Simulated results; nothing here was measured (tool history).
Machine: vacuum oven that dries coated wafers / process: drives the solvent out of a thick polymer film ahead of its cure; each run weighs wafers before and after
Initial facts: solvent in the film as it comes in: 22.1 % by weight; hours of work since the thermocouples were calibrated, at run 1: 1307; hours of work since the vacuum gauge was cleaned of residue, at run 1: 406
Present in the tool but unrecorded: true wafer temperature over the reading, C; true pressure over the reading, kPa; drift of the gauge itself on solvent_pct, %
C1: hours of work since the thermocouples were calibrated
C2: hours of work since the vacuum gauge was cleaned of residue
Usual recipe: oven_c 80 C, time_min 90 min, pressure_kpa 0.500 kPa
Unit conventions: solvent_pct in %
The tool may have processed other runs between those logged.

run 1 day=0.000 | oven_c=80 time_min=90 pressure_kpa=0.500 | C1=1307 C2=406 | solvent_pct=2.24
run 2 day=0.333 | oven_c=80 time_min=90 pressure_kpa=0.500 | C1=1312 C2=411 | solvent_pct=2.19
run 3 day=0.808 | oven_c=80 time_min=45 pressure_kpa=0.500 | C1=1319 C2=418 | solvent_pct=6.26
run 4 day=1.400 | oven_c=80 time_min=45 pressure_kpa=0.500 | C1=1328 C2=426 | solvent_pct=6.17
run 5 day=1.750 | oven_c=80 time_min=45 pressure_kpa=0.408 | C1=1333 C2=432 | solvent_pct=6.26
run 6 day=2.417 | oven_c=80 time_min=45 pressure_kpa=0.408 | C1=1343 C2=442 | solvent_pct=6.21
run 7 day=3.079 | oven_c=80 time_min=90 pressure_kpa=0.500 | C1=1353 C2=451 | solvent_pct=2.22
run 8 day=3.654 | oven_c=80 time_min=90 pressure_kpa=0.500 | C1=1362 C2=460 | solvent_pct=2.16
run 9 day=3.983 | oven_c=80 time_min=90 pressure_kpa=0.500 | C1=1367 C2=465 | solvent_pct=2.29
run 10 day=4.446 | oven_c=80 time_min=90 pressure_kpa=0.500 | C1=1373 C2=472 | solvent_pct=2.21
run 11 day=4.771 | oven_c=80 time_min=90 pressure_kpa=0.500 | C1=1378 C2=477 | solvent_pct=2.23
run 12 day=5.358 | oven_c=80 time_min=52 pressure_kpa=0.500 | C1=1387 C2=485 | solvent_pct=5.25
run 13 day=5.771 | oven_c=80 time_min=52 pressure_kpa=0.500 | C1=1393 C2=492 | solvent_pct=5.24
run 14 day=6.100 | oven_c=80 time_min=52 pressure_kpa=0.500 | C1=1398 C2=497 | solvent_pct=5.34
run 15 day=6.788 | oven_c=80 time_min=52 pressure_kpa=0.500 | C1=1408 C2=507 | solvent_pct=5.30
run 16 day=7.067 | oven_c=80 time_min=62 pressure_kpa=0.500 | C1=1413 C2=511 | solvent_pct=4.15
run 17 day=7.508 | oven_c=80 time_min=90 pressure_kpa=0.500 | C1=1419 C2=518 | solvent_pct=2.21
run 18 day=7.900 | oven_c=80 time_min=90 pressure_kpa=0.500 | C1=1425 C2=523 | solvent_pct=2.24
run 19 day=8.525 | oven_c=86 time_min=90 pressure_kpa=0.500 | C1=1434 C2=533 | solvent_pct=0.84
run 20 day=8.862 | oven_c=86 time_min=90 pressure_kpa=0.500 | C1=1439 C2=538 | solvent_pct=0.88
run 21 day=9.312 | oven_c=86 time_min=90 pressure_kpa=0.500 | C1=1446 C2=544 | solvent_pct=0.82
run 22 day=9.833 | oven_c=86 time_min=90 pressure_kpa=0.500 | C1=1454 C2=552 | solvent_pct=0.83
run 23 day=10.488 | oven_c=93 time_min=90 pressure_kpa=0.500 | C1=1464 C2=562 | solvent_pct=0.24
run 24 day=10.983 | oven_c=93 time_min=90 pressure_kpa=0.744 | C1=1471 C2=569 | solvent_pct=0.22
run 25 day=11.400 | oven_c=77 time_min=87 pressure_kpa=0.296 | C1=1477 C2=576 | solvent_pct=3.45
-- day=11.512 oven's thermocouples calibrated
run 26 day=12.150 | oven_c=89 time_min=121 pressure_kpa=0.607 | C1=9 C2=586 | solvent_pct=0.31
run 27 day=12.621 | oven_c=84 time_min=67 pressure_kpa=0.698 | C1=17 C2=593 | solvent_pct=2.52
-- day=13.183 oven's thermocouples calibrated, once more
run 28 day=13.333 | oven_c=84 time_min=67 pressure_kpa=0.698 | C1=2 C2=602 | solvent_pct=1.88
run 29 day=13.888 | oven_c=84 time_min=67 pressure_kpa=0.698 | C1=10 C2=610 | solvent_pct=1.91
run 30 day=14.304 | oven_c=84 time_min=67 pressure_kpa=0.698 | C1=17 C2=616 | solvent_pct=1.86
run 31 day=14.817 | oven_c=84 time_min=67 pressure_kpa=0.698 | C1=24 C2=624 | solvent_pct=1.89
run 32 day=15.192 | oven_c=71 time_min=58 pressure_kpa=0.669 | C1=30 C2=630 | solvent_pct=8.28
run 33 day=15.721 | oven_c=71 time_min=46 pressure_kpa=1.462 | C1=38 C2=638 | solvent_pct=9.85
run 34 day=16.238 | oven_c=71 time_min=46 pressure_kpa=1.462 | C1=45 C2=645 | solvent_pct=9.87
run 35 day=16.688 | oven_c=79 time_min=52 pressure_kpa=0.500 | C1=52 C2=652 | solvent_pct=4.99
run 36 day=17.200 | oven_c=79 time_min=52 pressure_kpa=0.500 | C1=60 C2=660 | solvent_pct=5.07
run 37 day=17.833 | oven_c=79 time_min=52 pressure_kpa=0.500 | C1=69 C2=669 | solvent_pct=5.12
run 38 day=18.312 | oven_c=79 time_min=52 pressure_kpa=0.500 | C1=76 C2=676 | solvent_pct=5.13
run 39 day=18.742 | oven_c=66 time_min=69 pressure_kpa=0.267 | C1=83 C2=683 | solvent_pct=9.38
run 40 day=19.400 | oven_c=81 time_min=142 pressure_kpa=1.181 | C1=93 C2=692 | solvent_pct=0.76
run 41 day=19.967 | oven_c=81 time_min=142 pressure_kpa=1.181 | C1=101 C2=701 | solvent_pct=0.74
run 42 day=20.342 | oven_c=81 time_min=142 pressure_kpa=1.181 | C1=107 C2=706 | solvent_pct=0.70
run 43 day=20.742 | oven_c=68 time_min=100 pressure_kpa=1.960 | C1=113 C2=712 | solvent_pct=6.53
run 44 day=21.075 | oven_c=68 time_min=100 pressure_kpa=1.960 | C1=118 C2=717 | solvent_pct=6.71
run 45 day=21.638 | oven_c=68 time_min=100 pressure_kpa=1.960 | C1=126 C2=726 | solvent_pct=6.62
run 46 day=22.254 | oven_c=69 time_min=85 pressure_kpa=1.231 | C1=135 C2=735 | solvent_pct=6.94

Consider 3 possible next runs. They are alternatives, not a sequence: every one starts from the tool as it was left by run 46. What does each give?
run A day=22.825 | oven_c=81 time_min=65 pressure_kpa=1.155 | C1=144 C2=743 | solvent_pct=?
run B day=22.825 | oven_c=66 time_min=108 pressure_kpa=1.043 | C1=144 C2=743 | solvent_pct=?
run C day=22.825 | oven_c=68 time_min=149 pressure_kpa=0.612 | C1=144 C2=743 | solvent_pct=?

run=A solvent_pct=3.22
run=B solvent_pct=6.98
run=C solvent_pct=3.75
Take away the tool's hidden state, keep each run's random variation, and the runs would have read:
run=A solvent_pct=3.20
run=B solvent_pct=6.95
run=C solvent_pct=3.70
